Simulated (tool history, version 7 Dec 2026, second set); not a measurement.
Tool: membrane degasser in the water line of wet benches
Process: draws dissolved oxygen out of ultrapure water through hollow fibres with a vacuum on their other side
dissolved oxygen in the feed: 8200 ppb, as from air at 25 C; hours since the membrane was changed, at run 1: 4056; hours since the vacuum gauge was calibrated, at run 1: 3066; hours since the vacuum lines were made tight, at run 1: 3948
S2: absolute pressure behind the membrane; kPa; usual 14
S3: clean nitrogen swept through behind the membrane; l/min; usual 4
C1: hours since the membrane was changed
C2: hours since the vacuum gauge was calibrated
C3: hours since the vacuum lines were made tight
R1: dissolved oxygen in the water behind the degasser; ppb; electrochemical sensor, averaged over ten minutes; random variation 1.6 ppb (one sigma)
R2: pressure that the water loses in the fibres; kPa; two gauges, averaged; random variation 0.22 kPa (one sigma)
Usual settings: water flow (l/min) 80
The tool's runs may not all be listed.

{"run": 1, "hour": 0.0, "water flow (l/min)": 80, "S2": 14, "S3": 4, "C1": 4056, "C2": 3066, "C3": 3948, "R1": 464.7, "R2": 59.08}
{"hour": 191.6, "done": "seals of the vacuum lines changed"}
{"run": 2, "hour": 310.7, "water flow (l/min)": 80, "S2": 14, "S3": 4, "C1": 4365, "C2": 3375, "C3": 119, "R1": 463.3, "R2": 59.1}
{"run": 3, "hour": 485.8, "water flow (l/min)": 80, "S2": 14, "S3": 4, "C1": 4540, "C2": 3550, "C3": 294, "R1": 464.3, "R2": 59.4}
{"run": 4, "hour": 807.6, "water flow (l/min)": 80, "S2": 28.9, "S3": 4, "C1": 4862, "C2": 3872, "C3": 616, "R1": 1024.6, "R2": 59.19}
{"run": 5, "hour": 946.5, "water flow (l/min)": 80, "S2": 28.9, "S3": 6.28, "C1": 5000, "C2": 4011, "C3": 755, "R1": 704.2, "R2": 59.15}
{"run": 6, "hour": 1097.5, "water flow (l/min)": 80, "S2": 28.9, "S3": 6.28, "C1": 5151, "C2": 4162, "C3": 906, "R1": 706.6, "R2": 59.42}
{"run": 7, "hour": 1351.9, "water flow (l/min)": 80, "S2": 14, "S3": 4, "C1": 5406, "C2": 4416, "C3": 1160, "R1": 466.7, "R2": 59.41}
{"run": 8, "hour": 1531.3, "water flow (l/min)": 80, "S2": 14, "S3": 4, "C1": 5585, "C2": 4595, "C3": 1340, "R1": 467.6, "R2": 59.16}
{"run": 9, "hour": 1773.4, "water flow (l/min)": 80, "S2": 14, "S3": 4, "C1": 5827, "C2": 4838, "C3": 1582, "R1": 467.9, "R2": 59.4}
{"run": 10, "hour": 1947.9, "water flow (l/min)": 80, "S2": 14, "S3": 4, "C1": 6002, "C2": 5012, "C3": 1756, "R1": 469.2, "R2": 59.33}
{"run": 11, "hour": 2109.5, "water flow (l/min)": 80, "S2": 14, "S3": 4, "C1": 6163, "C2": 5174, "C3": 1918, "R1": 467.6, "R2": 59.47}
{"run": 12, "hour": 2400.6, "water flow (l/min)": 80, "S2": 14, "S3": 4, "C1": 6455, "C2": 5465, "C3": 2209, "R1": 469.9, "R2": 59.41}
{"run": 13, "hour": 2595.1, "water flow (l/min)": 80, "S2": 12.4, "S3": 3.37, "C1": 6649, "C2": 5659, "C3": 2403, "R1": 464.7, "R2": 59.04}
{"run": 14, "hour": 2875.6, "water flow (l/min)": 123, "S2": 9.5, "S3": 3.54, "C1": 6930, "C2": 5940, "C3": 2684, "R1": 455, "R2": 91.84}
{"run": 15, "hour": 3054.7, "water flow (l/min)": 102, "S2": 12.4, "S3": 1.99, "C1": 7109, "C2": 6119, "C3": 2863, "R1": 847.7, "R2": 75.51}
{"run": 16, "hour": 3211.9, "water flow (l/min)": 102, "S2": 12.4, "S3": 1.99, "C1": 7266, "C2": 6276, "C3": 3020, "R1": 844.5, "R2": 75.68}
{"run": 17, "hour": 3439.8, "water flow (l/min)": 102, "S2": 12.4, "S3": 1.99, "C1": 7494, "C2": 6504, "C3": 3248, "R1": 850.8, "R2": 75.13}
{"run": 18, "hour": 3603.9, "water flow (l/min)": 77, "S2": 11.2, "S3": 2.84, "C1": 7658, "C2": 6668, "C3": 3412, "R1": 454.4, "R2": 57.24}
{"hour": 3702.5, "done": "vacuum gauge calibrated"}
{"run": 19, "hour": 3884.8, "water flow (l/min)": 82, "S2": 27.5, "S3": 3.04, "C1": 7938, "C2": 182, "C3": 3693, "R1": 1242.3, "R2": 60.77}
{"run": 20, "hour": 4063.8, "water flow (l/min)": 77, "S2": 18, "S3": 3.04, "C1": 8117, "C2": 361, "C3": 3872, "R1": 765.2, "R2": 57.13}
{"run": 21, "hour": 4223.0, "water flow (l/min)": 108, "S2": 12.8, "S3": 4, "C1": 8276, "C2": 521, "C3": 4031, "R1": 548.2, "R2": 79.9}
{"hour": 4322.8, "done": "seals of the vacuum lines changed"}
{"run": 22, "hour": 4500.7, "water flow (l/min)": 108, "S2": 12.8, "S3": 4, "C1": 8552, "C2": 796, "C3": 178, "R1": 547.8, "R2": 80.27}
{"run": 23, "hour": 4696.4, "water flow (l/min)": 80, "S2": 14.8, "S3": 4, "C1": 8748, "C2": 992, "C3": 374, "R1": 506.8, "R2": 59.33}

Hidden state or all else? Some run-to-run changes of R1, split into what the settings, what came in and random variation would give without the hidden state, and what is left for the hidden state (with any gauge scatter that isn't in both results):
The hidden state here: membrane still open, %; true pressure behind the membrane over the reading, kPa; air that leaks in behind the membrane, l/min; drift of the gauge itself on oxygen_ppb, %; drift of the gauge itself on loss_of_pressure_kpa, %.
Run 3 -> 4: S2 14 -> 28.9. R1 +560.3 ppb: hidden state +2.6, all else +557.7.
Run 18 -> 19: water flow (l/min) 77 -> 82, S2 11.2 -> 27.5, S3 2.84 -> 3.04, vacuum gauge calibrated. R1 +787.9 ppb: hidden state +13.1, all else +774.8.
Run 19 -> 20: water flow (l/min) 82 -> 77, S2 27.5 -> 18. R1 -477.1 ppb: hidden state -7.3, all else -469.8.
